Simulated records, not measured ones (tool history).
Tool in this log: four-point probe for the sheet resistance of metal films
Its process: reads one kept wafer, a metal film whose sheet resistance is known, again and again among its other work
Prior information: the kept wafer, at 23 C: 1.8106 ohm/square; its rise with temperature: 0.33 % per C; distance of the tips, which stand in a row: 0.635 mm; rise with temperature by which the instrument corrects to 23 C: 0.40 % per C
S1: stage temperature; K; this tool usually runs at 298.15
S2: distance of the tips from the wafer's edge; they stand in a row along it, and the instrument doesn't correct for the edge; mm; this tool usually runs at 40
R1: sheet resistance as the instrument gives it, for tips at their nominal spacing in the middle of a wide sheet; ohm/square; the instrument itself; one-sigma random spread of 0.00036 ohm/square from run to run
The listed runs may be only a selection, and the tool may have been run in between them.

run	day	S1	S2	R1
1	0	298.15	40	1.797598
2	1.329	298.15	40	1.796107
3	2.975	298.15	40	1.796277
4	5.125	298.15	40	1.796754
5	7.375	298.15	40	1.79667
6	9.8	298.15	40	1.796768
7	11.825	298.15	40	1.795878
8	14.196	298.15	40	1.795443
9	15.375	298.15	40	1.795414
10	17.929	298.15	42	1.795321
11	19.017	298.15	31	1.794929
12	21.6	298.15	40	1.794541
13	23.583	298.15	40	1.795752
14	25.817	298.15	40	1.794072
15	27.025	298.15	40	1.794704
16	28.479	298.15	25	1.795126
17	30.95	298.15	40	1.794114
18	32.783	298.15	4	1.81819
19	34.421	294.15	40	1.799327
20	36.4	294.15	40	1.798818
21	38.821	298.15	29	1.79421
22	40.629	298.15	29	1.793082
23	42.092	298.15	29	1.793136
24	43.675	304.15	36	1.784343
25	45.138	292.15	36	1.801029
26	46.879	305.15	8	1.788992
# day 47.988: stage's thermometer calibrated
27	47.988	294.15	15	1.796568
28	49.962	304.15	25	1.781205
29	52.029	301.15	68	1.784267
30	53.271	304.15	3	1.822638
31	54.388	295.15	23	1.793355
32	56.258	296.15	27	1.790902
33	58.058	296.15	27	1.791111
34	60.588	296.15	27	1.790625
35	62.596	296.15	27	1.79054
36	64.25	295.15	27	1.791684
37	66.725	291.15	38	1.797639
38	69.329	291.15	38	1.79786
39	71.238	296.15	40	1.790072
40	72.883	298.15	45	1.786829
41	74.242	296.15	4	1.81347
42	76.696	293.15	4	1.817434
43	78.517	301.15	9	1.785987
44	79.717	301.15	9	1.786717

What if the next run were any one of these 4? Each begins from the tool's condition after run 44:
A	82.242	298.15	9	?
B	82.242	302.15	40	?
C	82.242	293.15	9	?
D	82.242	294.15	3	?

run	R1
A	1.790728
B	1.780658
C	1.7975
D	1.833613
Take away the tool's hidden state, keep each run's random variation, and the runs would have read:
run	R1
A	1.812882
B	1.802699
C	1.819728
D	1.85625

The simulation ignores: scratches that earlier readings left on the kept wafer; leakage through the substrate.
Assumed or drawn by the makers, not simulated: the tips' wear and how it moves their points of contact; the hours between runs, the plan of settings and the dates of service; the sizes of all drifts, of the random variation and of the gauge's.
